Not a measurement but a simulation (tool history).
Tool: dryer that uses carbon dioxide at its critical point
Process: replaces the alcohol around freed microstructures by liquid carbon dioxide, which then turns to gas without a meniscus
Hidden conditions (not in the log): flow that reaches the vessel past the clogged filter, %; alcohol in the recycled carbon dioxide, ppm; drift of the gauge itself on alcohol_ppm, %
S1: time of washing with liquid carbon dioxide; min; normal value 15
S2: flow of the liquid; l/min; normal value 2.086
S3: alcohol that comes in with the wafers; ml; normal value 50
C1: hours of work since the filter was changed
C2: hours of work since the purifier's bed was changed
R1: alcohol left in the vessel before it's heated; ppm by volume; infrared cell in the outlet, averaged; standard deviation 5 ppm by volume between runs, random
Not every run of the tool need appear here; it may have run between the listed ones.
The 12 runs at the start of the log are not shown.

run	hour	S1	S2	S3	C1	C2	R1
13	182.8	15	2.086	50	160	304	94
14	204.7	15	2.086	26	169	313	82
15	218.7	15	2.086	50	175	319	103
16	241.6	15	2.086	84	184	328	130
17	264.8	15	2.086	84	193	338	142
18	277.4	15	2.086	84	199	343	144
19	296.2	16	2.920	84	206	351	79
20	308.5	11	2.000	24	211	356	195
21	322.0	13	2.000	29	217	361	135
22	332.2	17	2.400	112	221	366	90
# hour 338.7: inlet filter changed
23	355.1	14	2.930	112	7	375	86
24	371.9	16	1.470	50	14	381	150
25	386.2	12	2.260	58	19	387	137
26	401.7	11	1.670	34	26	394	253
27	424.6	9	2.940	50	35	403	143
28	438.8	9	2.940	50	41	409	127
29	457.8	14	2.240	118	49	417	139
30	470.0	10	2.320	34	54	422	173
31	483.4	15	3.210	48	59	427	98
32	503.3	15	1.280	81	68	435	473
33	523.3	24	2.590	50	76	444	93

Here are 3 independent what-if runs from the current tool condition. What would each one return?
A	541.6	15	1.290	50	83	451	?
B	541.6	15	1.600	43	83	451	?
C	541.6	13	1.330	44	83	451	?

run	R1
A	336
B	178
C	423
Stripped of hidden state, with their random variation kept, the same runs would have yielded:
run	R1
A	183
B	61
C	255

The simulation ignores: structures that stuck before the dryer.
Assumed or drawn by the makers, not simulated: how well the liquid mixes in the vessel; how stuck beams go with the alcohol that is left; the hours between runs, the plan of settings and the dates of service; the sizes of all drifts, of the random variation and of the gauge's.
